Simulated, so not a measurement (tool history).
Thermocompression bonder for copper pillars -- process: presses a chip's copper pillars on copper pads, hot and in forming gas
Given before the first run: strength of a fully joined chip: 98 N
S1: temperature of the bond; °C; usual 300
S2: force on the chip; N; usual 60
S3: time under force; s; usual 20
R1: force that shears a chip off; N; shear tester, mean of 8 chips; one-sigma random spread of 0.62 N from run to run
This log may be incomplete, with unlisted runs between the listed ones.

Run 1, hour 0.0: usual settings. Result: R1 33.6 N.
Run 2, hour 75.9: usual settings. Result: R1 32.7 N.
Run 3, hour 146.8: usual settings but S1 324 °C. Result: R1 45.8 N.
Run 4, hour 218.4: usual settings but S3 51 s. Result: R1 44.6 N.
Run 5, hour 275.0: usual settings but S2 40 N. Result: R1 20.2 N.
Run 6, hour 335.8: usual settings. Result: R1 29.0 N.
Run 7, hour 406.6: usual settings. Result: R1 28.4 N.
Run 8, hour 474.5: usual settings. Result: R1 28.4 N.
Run 9, hour 517.3: usual settings. Result: R1 28.0 N.
At hour 524.4: forming gas filter changed.
Run 10, hour 585.8: usual settings but S1 285 °C. Result: R1 24.4 N.
Run 11, hour 661.9: usual settings. Result: R1 29.6 N.
Run 12, hour 737.3: usual settings. Result: R1 30.7 N.
Run 13, hour 798.0: usual settings but S3 16 s. Result: R1 26.7 N.
Run 14, hour 862.7: usual settings but S3 16 s. Result: R1 25.4 N.
At hour 884.5: force cell calibrated.
Run 15, hour 905.0: usual settings but S2 42 N, S3 43 s. Result: R1 27.7 N.
Run 16, hour 949.5: usual settings but S2 76 N, S3 22 s. Result: R1 37.7 N.
Run 17, hour 993.7: usual settings but S1 276 °C, S2 76 N, S3 55 s. Result: R1 35.8 N.
Run 18, hour 1025.2: usual settings but S1 276 °C, S2 76 N, S3 55 s. Result: R1 34.5 N.
Run 19, hour 1056.2: usual settings but S1 279 °C, S3 33 s. Result: R1 24.2 N.
At hour 1089.1: forming gas filter changed.
Run 20, hour 1130.8: usual settings but S1 271 °C, S3 36 s. Result: R1 23.5 N.
At hour 1172.6: heater calibrated with a thermocouple chip.
Run 21, hour 1198.2: usual settings but S1 271 °C, S3 36 s. Result: R1 27.1 N.
Run 22, hour 1230.0: usual settings but S1 271 °C, S3 36 s. Result: R1 27.4 N.
Run 23, hour 1272.3: usual settings but S3 29 s. Result: R1 39.8 N.
Run 24, hour 1307.7: usual settings but S3 29 s. Result: R1 39.9 N.
Run 25, hour 1358.8: usual settings but S1 295 °C, S3 30 s. Result: R1 36.0 N.
Run 26, hour 1409.1: usual settings but S1 295 °C. Result: R1 31.0 N.
Run 27, hour 1448.8: usual settings but S1 321 °C, S2 58 N, S3 13 s. Result: R1 37.2 N.
Run 28, hour 1507.9: usual settings but S1 297 °C, S2 52 N, S3 55 s. Result: R1 38.8 N.

For some of the steps in R1 from one run to the next: how much would appear even if the tool had no hidden state, given the settings, what came in and random variation, and how much remains for the hidden state plus any gauge scatter that the measured result and the result without hidden state don't share?
What the log doesn't record here: true temperature of the bond over the reading, C; force that reaches the chip, % of what is set; oxide that the forming gas leaves, % of the face; drift of the gauge itself on shear_n, %.
Run 2 -> 3: S1 300 -> 324. R1 +13.1 N: hidden state -1.9, all else +15.0.
Run 4 -> 5: S2 60 -> 40, S3 51 -> 20. R1 -24.4 N: hidden state +2.9, all else -27.3.
Run 9 -> 10: S1 300 -> 285, forming gas filter changed. R1 -3.6 N: hidden state +3.9, all else -7.5.
Run 20 -> 21: heater calibrated with a thermocouple chip. R1 +3.6 N: hidden state +4.2, all else -0.6.
